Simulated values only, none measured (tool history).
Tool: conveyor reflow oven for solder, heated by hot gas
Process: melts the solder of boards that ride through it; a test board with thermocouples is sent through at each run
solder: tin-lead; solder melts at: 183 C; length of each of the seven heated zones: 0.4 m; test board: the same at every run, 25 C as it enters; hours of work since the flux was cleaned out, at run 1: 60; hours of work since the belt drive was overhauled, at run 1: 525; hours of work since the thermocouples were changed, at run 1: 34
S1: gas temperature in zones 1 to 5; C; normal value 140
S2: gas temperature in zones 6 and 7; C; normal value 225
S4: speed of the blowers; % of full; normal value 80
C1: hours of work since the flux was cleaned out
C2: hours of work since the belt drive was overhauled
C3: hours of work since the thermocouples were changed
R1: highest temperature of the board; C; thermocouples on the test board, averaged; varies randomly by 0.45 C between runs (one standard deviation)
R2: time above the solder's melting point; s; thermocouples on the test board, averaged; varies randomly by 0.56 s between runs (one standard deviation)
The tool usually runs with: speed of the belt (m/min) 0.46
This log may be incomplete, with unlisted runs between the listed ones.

run 1 hour=0 | S1=140 S2=225 speed_of_the_belt_(m/min)=0.46 S4=80 | C1=60 C2=525 C3=34 | R1=214.6 R2=79.7
run 2 hour=31.8 | S1=140 S2=225 speed_of_the_belt_(m/min)=0.527 S4=80 | C1=82 C2=547 C3=56 | R1=212.5 R2=66.5
run 3 hour=63.1 | S1=140 S2=225 speed_of_the_belt_(m/min)=0.46 S4=67 | C1=104 C2=569 C3=77 | R1=212.5 R2=77.2
run 4 hour=78.5 | S1=140 S2=226 speed_of_the_belt_(m/min)=0.46 S4=80 | C1=114 C2=579 C3=88 | R1=215.7 R2=80.2
run 5 hour=97.9 | S1=140 S2=226 speed_of_the_belt_(m/min)=0.46 S4=80 | C1=127 C2=592 C3=101 | R1=215.4 R2=79.9
run 6 hour=117.7 | S1=140 S2=225 speed_of_the_belt_(m/min)=0.46 S4=80 | C1=141 C2=606 C3=114 | R1=214.9 R2=80
run 7 hour=153 | S1=140 S2=225 speed_of_the_belt_(m/min)=0.46 S4=90 | C1=165 C2=630 C3=139 | R1=215.2 R2=80.8
run 8 hour=185 | S1=140 S2=225 speed_of_the_belt_(m/min)=0.46 S4=80 | C1=187 C2=652 C3=161 | R1=213.5 R2=78.3
run 9 hour=204.9 | S1=140 S2=225 speed_of_the_belt_(m/min)=0.46 S4=80 | C1=201 C2=666 C3=174 | R1=214.1 R2=79.6
run 10 hour=220.3 | S1=140 S2=236 speed_of_the_belt_(m/min)=0.46 S4=80 | C1=211 C2=676 C3=185 | R1=223.8 R2=87.2
run 11 hour=244.6 | S1=140 S2=225 speed_of_the_belt_(m/min)=0.46 S4=72 | C1=228 C2=693 C3=201 | R1=212.3 R2=75.2
run 12 hour=260.4 | S1=135 S2=225 speed_of_the_belt_(m/min)=0.46 S4=72 | C1=239 C2=704 C3=212 | R1=211.8 R2=73
run 13 hour=292.6 | S1=135 S2=225 speed_of_the_belt_(m/min)=0.46 S4=72 | C1=261 C2=726 C3=234 | R1=211.4 R2=72.8
run 14 hour=324.4 | S1=140 S2=225 speed_of_the_belt_(m/min)=0.46 S4=80 | C1=282 C2=748 C3=256 | R1=213.4 R2=77.2
run 15 hour=352.5 | S1=140 S2=225 speed_of_the_belt_(m/min)=0.46 S4=80 | C1=302 C2=767 C3=275 | R1=212.2 R2=77.3
-- hour=374.4 flux residue cleaned out of gas plates and filters
run 16 hour=378.5 | S1=140 S2=225 speed_of_the_belt_(m/min)=0.46 S4=80 | C1=3 C2=781 C3=290 | R1=215.7 R2=81.4
run 17 hour=405.2 | S1=151 S2=232 speed_of_the_belt_(m/min)=0.545 S4=75 | C1=21 C2=799 C3=308 | R1=219.3 R2=74.3
-- hour=424.3 belt drive overhauled, speed set with a stopwatch
run 18 hour=443 | S1=140 S2=235 speed_of_the_belt_(m/min)=0.43 S4=85 | C1=44 C2=13 C3=331 | R1=225.8 R2=96.4
run 19 hour=474.1 | S1=130 S2=224 speed_of_the_belt_(m/min)=0.43 S4=85 | C1=66 C2=34 C3=352 | R1=214.4 R2=81.6
run 20 hour=502.2 | S1=146 S2=215 speed_of_the_belt_(m/min)=0.485 S4=50 | C1=85 C2=53 C3=372 | R1=199.6 R2=53.7
run 21 hour=526.9 | S1=146 S2=215 speed_of_the_belt_(m/min)=0.485 S4=50 | C1=102 C2=70 C3=388 | R1=199.2 R2=53.6
run 22 hour=549.5 | S1=140 S2=236 speed_of_the_belt_(m/min)=0.46 S4=80 | C1=117 C2=86 C3=404 | R1=224.1 R2=86.3
run 23 hour=584 | S1=141 S2=225 speed_of_the_belt_(m/min)=0.46 S4=74 | C1=141 C2=109 C3=428 | R1=212.7 R2=78.3
run 24 hour=613.9 | S1=137 S2=220 speed_of_the_belt_(m/min)=0.46 S4=80 | C1=161 C2=130 C3=448 | R1=208.7 R2=70
run 25 hour=629.7 | S1=140 S2=225 speed_of_the_belt_(m/min)=0.471 S4=88 | C1=172 C2=141 C3=459 | R1=213.9 R2=77.3
run 26 hour=659.6 | S1=140 S2=218 speed_of_the_belt_(m/min)=0.46 S4=80 | C1=193 C2=161 C3=479 | R1=207 R2=69.6
run 27 hour=681.2 | S1=142 S2=239 speed_of_the_belt_(m/min)=0.54 S4=80 | C1=207 C2=176 C3=494 | R1=221.8 R2=71.9
run 28 hour=705.4 | S1=142 S2=227 speed_of_the_belt_(m/min)=0.54 S4=80 | C1=224 C2=192 C3=511 | R1=212.2 R2=63
run 29 hour=725.9 | S1=139 S2=227 speed_of_the_belt_(m/min)=0.389 S4=63 | C1=238 C2=207 C3=525 | R1=216.3 R2=93.5

Run 30 is up next; what results do you expect?
run 30 hour=742.3 | S1=139 S2=227 speed_of_the_belt_(m/min)=0.389 S4=63 | C1=249 C2=218 C3=536 | R1=? R2=?

Run 30 gave R1 216.4 C, R2 93.6 s.
The same run, on a tool lacking any hidden state, would have yielded R1 219.4 C, R2 97.5 s.
